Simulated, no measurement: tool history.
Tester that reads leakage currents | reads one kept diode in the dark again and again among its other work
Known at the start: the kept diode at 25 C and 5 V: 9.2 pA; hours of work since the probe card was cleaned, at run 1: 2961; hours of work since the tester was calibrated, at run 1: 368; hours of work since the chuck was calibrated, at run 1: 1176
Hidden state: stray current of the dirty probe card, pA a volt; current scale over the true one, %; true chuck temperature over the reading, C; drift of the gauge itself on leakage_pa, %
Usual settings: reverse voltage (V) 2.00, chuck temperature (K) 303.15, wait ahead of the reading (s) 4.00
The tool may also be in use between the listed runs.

run,hour,reverse voltage (V),chuck temperature (K),wait ahead of the reading (s),hours of work since the probe card was cleaned,hours of work since the tester was calibrated,hours of work since the chuck was calibrated,current that the tester gives (pA)
1,0.0,2.00,303.15,4.00,2961,368,1176,9.22
2,27.5,2.00,303.15,0.66,2972,379,1187,9.88
3,57.0,2.00,303.15,1.46,2985,392,1200,9.46
4,85.0,2.00,303.15,4.00,2997,404,1212,9.25
5,103.3,2.00,325.15,4.00,3004,412,1219,47.61
6,132.9,2.00,325.15,4.00,3017,424,1232,47.71
# hour 162.7: chuck's temperature calibrated
7,162.7,2.00,303.15,3.11,3029,436,0,9.38
8,187.8,2.00,303.15,4.00,3039,446,11,9.32
9,207.3,12.53,312.15,4.58,3048,455,19,42.88
10,231.0,12.53,312.15,4.58,3058,465,29,42.87
11,257.5,12.53,312.15,4.58,3069,476,40,43.02
12,285.8,1.68,303.15,8.39,3081,488,52,8.54
13,300.3,2.00,316.15,4.00,3087,494,58,24.89
14,333.3,3.21,297.15,4.00,3101,508,72,7.14
15,360.6,1.09,304.15,4.00,3112,519,84,7.59
16,392.3,1.09,304.15,4.00,3126,533,97,7.59

Forecast each of these 3 alternatives for the next run:
A,425.2,2.00,295.15,3.66,3140,547,111,?
B,425.2,15.99,308.15,9.77,3140,547,111,?
C,425.2,18.36,315.15,4.00,3140,547,111,?

run,current that the tester gives (pA)
A,4.79
B,35.04
C,64.44
Without the tool's hidden state the same runs would have given:
run,current that the tester gives (pA)
A,4.78
B,35.01
C,64.40
